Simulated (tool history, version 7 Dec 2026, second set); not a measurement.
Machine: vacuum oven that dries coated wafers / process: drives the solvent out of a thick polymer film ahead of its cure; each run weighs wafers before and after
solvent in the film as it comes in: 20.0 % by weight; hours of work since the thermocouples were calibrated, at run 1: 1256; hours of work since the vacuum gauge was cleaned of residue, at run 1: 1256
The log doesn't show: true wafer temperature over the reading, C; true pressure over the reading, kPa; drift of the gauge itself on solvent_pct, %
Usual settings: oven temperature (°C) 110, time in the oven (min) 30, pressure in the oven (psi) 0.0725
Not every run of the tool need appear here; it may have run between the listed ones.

run	hour	oven temperature (°C)	time in the oven (min)	pressure in the oven (psi)	hours of work since the thermocouples were calibrated	hours of work since the vacuum gauge was cleaned of residue	solvent left in the film (%)
1	0	110	30	0.0725	1256	1256	1.75
2	59	110	30	0.0725	1295	1295	1.76
3	139.6	110	30	0.0725	1347	1347	1.75
4	183.3	110	30	0.0725	1376	1376	1.78
5	248.2	110	30	0.0718	1419	1419	1.77
# hour 260.5: vacuum gauge cleaned of residue and calibrated
# hour 275.8: oven's thermocouples calibrated
6	356.1	110	30	0.0718	53	61	1.56
7	440.7	110	29	0.0718	108	117	1.72
8	496.9	110	30	0.17	145	153	1.86
9	568	110	30	0.0725	191	200	1.6
# hour 574.8: vacuum gauge cleaned of residue and calibrated, once more
10	635.1	110	30	0.0725	234	40	1.45
11	736.9	110	30	0.086	301	106	1.51
12	823.3	110	30	0.1336	357	163	1.64
13	921.9	110	30	0.1336	422	227	1.65
14	978.3	110	30	0.0725	459	264	1.5
15	1075.8	110	30	0.0725	523	328	1.52
16	1181	110	30	0.0725	591	397	1.55
17	1232.6	110	20	0.0725	625	431	3.24
18	1333.9	110	20	0.0725	691	497	3.28
19	1398.5	110	20	0.0725	734	539	3.28
20	1461.9	110	20	0.0725	775	581	3.28
21	1515.5	110	30	0.1685	810	616	1.82
22	1580.5	110	30	0.1246	853	658	1.73
23	1659.1	110	37	0.0725	904	710	1.04
24	1718.5	110	37	0.0846	943	749	1.07
25	1820.5	97	17	0.2145	1010	815	7.73
26	1876.3	110	30	0.0801	1046	852	1.67
27	1966.5	110	30	0.0801	1105	911	1.67
28	2062	108	43	0.1964	1168	973	1.28
29	2143.8	96	30	0.0747	1221	1027	4.43
30	2218.7	96	30	0.0747	1270	1076	4.43
31	2288.6	113	19	0.1008	1316	1122	3.16
32	2362.4	113	34	0.1363	1365	1170	1.16
33	2446	120	24	0.1028	1419	1225	1.23
# hour 2466.1: oven's thermocouples calibrated
34	2537.1	108	37	0.0371	46	1283	1.07
35	2634.1	107	40	0.083	110	1346	1.11
36	2701	101	44	0.083	154	1390	1.59
# hour 2761.6: vacuum gauge cleaned of residue and calibrated
37	2771.5	101	50	0.2677	199	6	1.75
38	2824.8	107	50	0.2677	234	41	1.16
39	2870.2	115	46	0.2677	263	71	0.78
40	2913.6	112	20	0.2648	292	99	3.15
41	2987.5	119	30	0.0812	340	148	0.62
42	3051.5	98	30	0.0725	382	190	3.56
43	3099.5	106	29	0.05	414	221	2.09
44	3161.3	106	29	0.05	454	262	2.13
45	3250	106	29	0.1906	512	320	2.58

Hidden condition of the tool, last listed run before each entry between runs versus first listed run after:
After run 5, before run 6: vacuum gauge cleaned of residue and calibrated (hour 260.5); oven's thermocouples calibrated (hour 275.8)
  true wafer temperature over the reading, C: -1.84 -> -0.1; true pressure over the reading, kPa: 0.328 -> 0.39
  what was measured, less what the result would be without the hidden state, solvent left in the film (%): +0.37 -> +0.16
After run 9, before run 10: vacuum gauge cleaned of residue and calibrated, once more (hour 574.8)
  true wafer temperature over the reading, C: -0.25 -> -0.3; true pressure over the reading, kPa: 0.421 -> -0.005
  what was measured, less what the result would be without the hidden state, solvent left in the film (%): +0.19 -> +0.04
After run 33, before run 34: oven's thermocouples calibrated (hour 2466.1)
  true wafer temperature over the reading, C: -1.58 -> 0.11; true pressure over the reading, kPa: 0.262 -> 0.274
  what was measured, less what the result would be without the hidden state, solvent left in the film (%): +0.23 -> +0.1
After run 36, before run 37: vacuum gauge cleaned of residue and calibrated (hour 2761.6)
  true wafer temperature over the reading, C: -0.01 -> -0.06; true pressure over the reading, kPa: 0.299 -> -0.001
  what was measured, less what the result would be without the hidden state, solvent left in the film (%): +0.15 -> +0

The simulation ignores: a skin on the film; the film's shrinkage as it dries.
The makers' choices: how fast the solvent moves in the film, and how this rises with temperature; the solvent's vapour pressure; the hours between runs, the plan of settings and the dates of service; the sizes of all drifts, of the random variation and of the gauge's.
